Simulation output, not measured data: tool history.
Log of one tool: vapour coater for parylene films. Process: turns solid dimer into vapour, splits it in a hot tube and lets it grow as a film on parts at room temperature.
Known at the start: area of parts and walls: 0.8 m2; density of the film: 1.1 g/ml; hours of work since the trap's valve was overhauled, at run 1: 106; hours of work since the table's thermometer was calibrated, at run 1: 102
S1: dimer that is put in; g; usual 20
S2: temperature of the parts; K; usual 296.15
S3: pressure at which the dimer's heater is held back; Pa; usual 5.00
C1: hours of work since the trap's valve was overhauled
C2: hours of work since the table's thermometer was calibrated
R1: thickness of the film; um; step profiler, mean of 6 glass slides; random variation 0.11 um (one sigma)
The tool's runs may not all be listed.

run	hour	S1	S2	S3	C1	C2	R1
1	0.0	20	296.15	5.00	106	102	15.41
2	20.2	20	296.15	5.00	117	113	15.55
3	32.5	9	296.15	5.00	124	120	7.00
4	45.3	20	296.15	5.00	130	126	15.55
5	63.2	20	295.15	5.00	140	136	16.07
6	72.9	20	296.15	5.00	145	141	15.37
7	82.4	20	296.15	5.00	150	146	15.56
8	101.8	20	296.15	4.96	161	157	15.58
9	113.2	20	296.15	4.96	167	163	15.48
10	124.9	20	293.15	3.65	173	169	18.08
11	137.4	20	293.15	3.65	180	176	18.05
12	156.5	23	296.15	7.96	190	186	16.66
13	169.4	23	296.15	7.96	197	193	16.56
14	186.0	12	296.15	6.66	206	202	8.89
15	194.5	20	289.15	4.74	210	206	20.05

4 ways to go on from here, each from the tool as it stands after run 15. What would each give?
A	214.2	20	296.15	2.32	221	217	?
B	214.2	20	289.15	4.74	221	217	?
C	214.2	13	296.15	8.20	221	217	?
D	214.2	11	294.15	7.38	221	217	?

run	R1
A	17.55
B	19.89
C	9.26
D	8.56
Without the tool's hidden state the same runs would have given:
run	R1
A	17.62
B	19.97
C	9.30
D	8.59
